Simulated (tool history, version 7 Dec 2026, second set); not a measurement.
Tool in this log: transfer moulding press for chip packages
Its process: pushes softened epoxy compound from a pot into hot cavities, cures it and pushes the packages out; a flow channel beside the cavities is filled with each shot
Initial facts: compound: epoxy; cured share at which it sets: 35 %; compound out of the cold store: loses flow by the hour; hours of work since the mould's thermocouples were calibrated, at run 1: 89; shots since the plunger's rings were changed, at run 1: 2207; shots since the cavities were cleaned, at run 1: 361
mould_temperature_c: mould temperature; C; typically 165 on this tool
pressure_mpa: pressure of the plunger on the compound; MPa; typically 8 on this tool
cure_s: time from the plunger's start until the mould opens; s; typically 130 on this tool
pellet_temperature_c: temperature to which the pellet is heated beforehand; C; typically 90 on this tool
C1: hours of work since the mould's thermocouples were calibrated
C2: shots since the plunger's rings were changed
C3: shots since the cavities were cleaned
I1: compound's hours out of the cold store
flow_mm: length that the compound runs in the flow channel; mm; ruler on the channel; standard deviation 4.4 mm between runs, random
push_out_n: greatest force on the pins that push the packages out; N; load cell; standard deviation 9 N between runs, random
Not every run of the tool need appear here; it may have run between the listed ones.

Run 1, day 0: usual settings; C1 89; C2 2207; C3 361; I1 44.1. Result: flow_mm 735 mm, push_out_n 581 N.
At day 0.317: cavities cleaned with cleaning compound and waxed.
Run 2, day 0.771: usual settings; C1 100; C2 2373; C3 107; I1 40.7. Result: flow_mm 753 mm, push_out_n 457 N.
Run 3, day 1.329: usual settings but pellet_temperature_c 89 C; C1 108; C2 2504; C3 238; I1 33.8. Result: flow_mm 770 mm, push_out_n 541 N.
Run 4, day 1.688: usual settings but pellet_temperature_c 89 C; C1 114; C2 2588; C3 322; I1 17.6. Result: flow_mm 841 mm, push_out_n 589 N.
At day 2.142: cavities cleaned with cleaning compound and waxed.
Run 5, day 2.158: usual settings but mould_temperature_c 172 C; C1 120; C2 2685; C3 4; I1 16.2. Result: flow_mm 824 mm, push_out_n 385 N.
At day 2.858: plunger's sealing rings changed.
Run 6, day 2.979: usual settings but mould_temperature_c 172 C; C1 130; C2 28; C3 172; I1 46.6. Result: flow_mm 741 mm, push_out_n 462 N.
Run 7, day 3.512: usual settings but mould_temperature_c 172 C, pellet_temperature_c 80 C; C1 138; C2 154; C3 298; I1 11.5. Result: flow_mm 880 mm, push_out_n 514 N.
Run 8, day 3.85: usual settings but mould_temperature_c 172 C, pellet_temperature_c 80 C; C1 143; C2 233; C3 377; I1 24.7. Result: flow_mm 825 mm, push_out_n 565 N.
At day 4.071: cavities cleaned with cleaning compound and waxed.
Run 9, day 4.446: usual settings but pellet_temperature_c 95 C; C1 151; C2 358; C3 88; I1 42.3. Result: flow_mm 775 mm, push_out_n 468 N.
Run 10, day 4.992: usual settings but pellet_temperature_c 95 C; C1 159; C2 487; C3 217; I1 28.1. Result: flow_mm 832 mm, push_out_n 548 N.
Run 11, day 5.521: usual settings but pellet_temperature_c 95 C; C1 167; C2 611; C3 341; I1 35.4. Result: flow_mm 792 mm, push_out_n 602 N.
At day 5.908: cavities cleaned with cleaning compound and waxed.
Run 12, day 6.225: usual settings; C1 177; C2 762; C3 74; I1 30.8. Result: flow_mm 812 mm, push_out_n 450 N.
Run 13, day 6.742: usual settings; C1 185; C2 884; C3 196; I1 13.4. Result: flow_mm 882 mm, push_out_n 533 N.
Run 14, day 7.388: usual settings; C1 194; C2 1036; C3 348; I1 27.3. Result: flow_mm 817 mm, push_out_n 593 N.
At day 7.738: cavities cleaned with cleaning compound and waxed.
Run 15, day 7.742: usual settings but mould_temperature_c 166 C, pellet_temperature_c 96 C; C1 199; C2 1104; C3 1; I1 37.6. Result: flow_mm 771 mm, push_out_n 381 N.
Run 16, day 8.212: usual settings but pellet_temperature_c 81 C; C1 206; C2 1215; C3 112; I1 44.7. Result: flow_mm 745 mm, push_out_n 484 N.
Run 17, day 8.842: usual settings but mould_temperature_c 161 C, pressure_mpa 7.5 MPa, cure_s 148 s, pellet_temperature_c 80 C; C1 215; C2 1363; C3 260; I1 25.5. Result: flow_mm 812 mm, push_out_n 571 N.
Run 18, day 9.421: usual settings but mould_temperature_c 158 C, pressure_mpa 8.02 MPa, cure_s 158 s, pellet_temperature_c 88 C; C1 224; C2 1499; C3 396; I1 22.3. Result: flow_mm 862 mm, push_out_n 678 N.
At day 9.567: cavities cleaned with cleaning compound and waxed.
Run 19, day 10.142: usual settings but mould_temperature_c 168 C; C1 233; C2 1654; C3 135; I1 22.8. Result: flow_mm 832 mm, push_out_n 471 N.
Run 20, day 10.675: usual settings but mould_temperature_c 168 C; C1 241; C2 1779; C3 260; I1 17.2. Result: flow_mm 840 mm, push_out_n 523 N.
Run 21, day 11.054: usual settings but mould_temperature_c 168 C; C1 247; C2 1868; C3 349; I1 9.6. Result: flow_mm 876 mm, push_out_n 548 N.
At day 11.433: cavities cleaned with cleaning compound and waxed.
Run 22, day 11.517: usual settings but mould_temperature_c 163 C, pressure_mpa 7.01 MPa, pellet_temperature_c 84 C; C1 253; C2 1962; C3 19; I1 31.2. Result: flow_mm 750 mm, push_out_n 463 N.
Run 23, day 11.954: usual settings but mould_temperature_c 168 C, pellet_temperature_c 87 C; C1 260; C2 2065; C3 122; I1 18.9. Result: flow_mm 836 mm, push_out_n 465 N.
Run 24, day 12.667: usual settings but mould_temperature_c 166 C, pellet_temperature_c 98 C; C1 270; C2 2232; C3 289; I1 9.2. Result: flow_mm 872 mm, push_out_n 553 N.
Run 25, day 13.079: usual settings but mould_temperature_c 166 C, pellet_temperature_c 98 C; C1 276; C2 2329; C3 386; I1 13. Result: flow_mm 852 mm, push_out_n 620 N.
At day 13.258: cavities cleaned with cleaning compound and waxed.
Run 26, day 13.742: usual settings but mould_temperature_c 166 C, pellet_temperature_c 98 C; C1 285; C2 2471; C3 114; I1 31. Result: flow_mm 779 mm, push_out_n 467 N.
Run 27, day 14.367: usual settings but mould_temperature_c 166 C, pellet_temperature_c 98 C; C1 295; C2 2618; C3 261; I1 44.8. Result: flow_mm 719 mm, push_out_n 535 N.
Run 28, day 14.867: usual settings but mould_temperature_c 166 C, pellet_temperature_c 98 C; C1 302; C2 2736; C3 379; I1 36.6. Result: flow_mm 752 mm, push_out_n 564 N.

Consider 3 possible next runs. They are alternatives, not a sequence: every one starts from the tool as it was left by run 28. What does each give?
At day 15.112: cavities cleaned with cleaning compound and waxed.
At day 15.421: plunger's sealing rings changed.
Run A, day 15.742: usual settings but mould_temperature_c 172 C, pellet_temperature_c 88 C; C1 313; C2 75; C3 124; I1 16.7. Result: flow_mm ?, push_out_n ?.
At day 15.112: cavities cleaned with cleaning compound and waxed.
At day 15.421: plunger's sealing rings changed.
Run B, day 15.742: usual settings but cure_s 120 s, pellet_temperature_c 98 C; C1 313; C2 75; C3 124; I1 27.5. Result: flow_mm ?, push_out_n ?.
At day 15.112: cavities cleaned with cleaning compound and waxed.
At day 15.421: plunger's sealing rings changed.
Run C, day 15.742: usual settings but mould_temperature_c 166 C; C1 313; C2 75; C3 124; I1 30.1. Result: flow_mm ?, push_out_n ?.

run  flow_mm  push_out_n
  A      870         435
  B      836         490
  C      821         450
Had the tool no hidden state, the same runs would have come out as:
run  flow_mm  push_out_n
  A      873         364
  B      839         411
  C      824         378
